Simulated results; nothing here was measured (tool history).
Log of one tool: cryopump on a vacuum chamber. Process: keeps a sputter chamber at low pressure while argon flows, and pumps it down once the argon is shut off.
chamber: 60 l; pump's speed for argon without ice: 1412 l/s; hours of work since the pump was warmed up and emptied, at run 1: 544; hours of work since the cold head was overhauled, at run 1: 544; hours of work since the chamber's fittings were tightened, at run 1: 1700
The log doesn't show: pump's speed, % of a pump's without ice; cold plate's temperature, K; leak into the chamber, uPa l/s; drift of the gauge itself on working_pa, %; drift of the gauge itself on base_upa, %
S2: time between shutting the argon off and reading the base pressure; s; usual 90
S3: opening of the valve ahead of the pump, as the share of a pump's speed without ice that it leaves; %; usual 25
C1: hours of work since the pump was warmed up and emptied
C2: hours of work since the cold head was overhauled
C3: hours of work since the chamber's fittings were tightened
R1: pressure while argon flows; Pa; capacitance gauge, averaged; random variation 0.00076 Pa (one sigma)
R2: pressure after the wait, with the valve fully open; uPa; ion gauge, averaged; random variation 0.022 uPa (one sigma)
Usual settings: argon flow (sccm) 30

Run 1, hour 0: usual settings; C1 544; C2 544; C3 1700. Result: R1 0.1515 Pa, R2 1.41 uPa.
Run 2, hour 79.2: usual settings; C1 596; C2 596; C3 1752. Result: R1 0.1506 Pa, R2 1.45 uPa.
Run 3, hour 153.5: usual settings but argon flow (sccm) 42; C1 644; C2 644; C3 1800. Result: R1 0.2134 Pa, R2 1.54 uPa.
Run 4, hour 210: usual settings; C1 681; C2 681; C3 1837. Result: R1 0.1512 Pa, R2 1.5 uPa.
Run 5, hour 250.7: usual settings but S2 86 s; C1 708; C2 708; C3 1864. Result: R1 0.1536 Pa, R2 1.52 uPa.
Run 6, hour 299.6: usual settings but S2 91 s; C1 740; C2 740; C3 1896. Result: R1 0.1546 Pa, R2 1.67 uPa.
Run 7, hour 356.1: usual settings but S2 91 s; C1 777; C2 777; C3 1932. Result: R1 0.1537 Pa, R2 1.59 uPa.
Run 8, hour 422.4: usual settings but S2 91 s; C1 820; C2 820; C3 1976. Result: R1 0.1543 Pa, R2 1.68 uPa.
Run 9, hour 468.1: usual settings but S2 91 s; C1 850; C2 850; C3 2006. Result: R1 0.1562 Pa, R2 1.62 uPa.
Run 10, hour 536.7: usual settings but S2 91 s; C1 895; C2 895; C3 2050. Result: R1 0.1575 Pa, R2 1.73 uPa.
Run 11, hour 578.4: usual settings but argon flow (sccm) 23, S2 91 s; C1 922; C2 922; C3 2078. Result: R1 0.1191 Pa, R2 1.81 uPa.
Run 12, hour 622.9: usual settings but argon flow (sccm) 44, S2 50 s, S3 37 %; C1 951; C2 951; C3 2107. Result: R1 0.1647 Pa, R2 2.14 uPa.
Run 13, hour 678: usual settings but argon flow (sccm) 19, S2 28 s, S3 60 %; C1 987; C2 987; C3 2143. Result: R1 0.0468 Pa, R2 2.7 uPa.
At hour 711.1: pump warmed up, emptied and cooled again.
Run 14, hour 752.1: usual settings but argon flow (sccm) 52, S2 53 s, S3 54 %; C1 27; C2 1032; C3 2188. Result: R1 0.1167 Pa, R2 1.7 uPa.
Run 15, hour 806.1: usual settings but argon flow (sccm) 52, S2 38 s, S3 54 %; C1 62; C2 1067; C3 2223. Result: R1 0.1176 Pa, R2 2.1 uPa.
Run 16, hour 876.5: usual settings but argon flow (sccm) 52, S2 38 s, S3 22 %; C1 108; C2 1113; C3 2269. Result: R1 0.2842 Pa, R2 2.08 uPa.
Run 17, hour 943.6: usual settings but argon flow (sccm) 50, S2 133 s, S3 28 %; C1 152; C2 1157; C3 2313. Result: R1 0.2168 Pa, R2 1.43 uPa.
Run 18, hour 1023.3: usual settings but argon flow (sccm) 51, S2 224 s, S3 59 %; C1 204; C2 1209; C3 2365. Result: R1 0.108 Pa, R2 1.34 uPa.
Run 19, hour 1071.8: usual settings but argon flow (sccm) 51, S2 49 s, S3 36 %; C1 236; C2 1241; C3 2397. Result: R1 0.1738 Pa, R2 1.95 uPa.
Run 20, hour 1113.5: usual settings but argon flow (sccm) 16, S2 25 s; C1 263; C2 1268; C3 2424. Result: R1 0.0789 Pa, R2 2.79 uPa.
Run 21, hour 1176.3: usual settings but argon flow (sccm) 16, S2 54 s; C1 304; C2 1309; C3 2465. Result: R1 0.0788 Pa, R2 1.88 uPa.
Run 22, hour 1242.3: usual settings but argon flow (sccm) 23, S2 217 s; C1 347; C2 1352; C3 2508. Result: R1 0.1127 Pa, R2 1.45 uPa.

Forecast each of these 5 alternatives for the next run:
Run A, hour 1280.6: usual settings but S2 37 s; C1 372; C2 1377; C3 2533. Result: R1 ?, R2 ?.
Run B, hour 1280.6: usual settings but argon flow (sccm) 15, S2 87 s, S3 35 %; C1 372; C2 1377; C3 2533. Result: R1 ?, R2 ?.
Run C, hour 1280.6: usual settings but S2 32 s; C1 372; C2 1377; C3 2533. Result: R1 ?, R2 ?.
Run D, hour 1280.6: usual settings but argon flow (sccm) 46, S2 174 s, S3 50 %; C1 372; C2 1377; C3 2533. Result: R1 ?, R2 ?.
Run E, hour 1280.6: usual settings but argon flow (sccm) 23; C1 372; C2 1377; C3 2533. Result: R1 ?, R2 ?.

run      R1    R2
  A  0.1484  2.34
  B  0.0541  1.68
  C  0.1486  2.45
  D  0.1168  1.53
  E  0.1136  1.73
Without the tool's hidden state the same runs would have given:
run      R1    R2
  A  0.1434  1.24
  B  0.0516  0.61
  C  0.1437  1.35
  D  0.1093  0.42
  E  0.1098  0.63
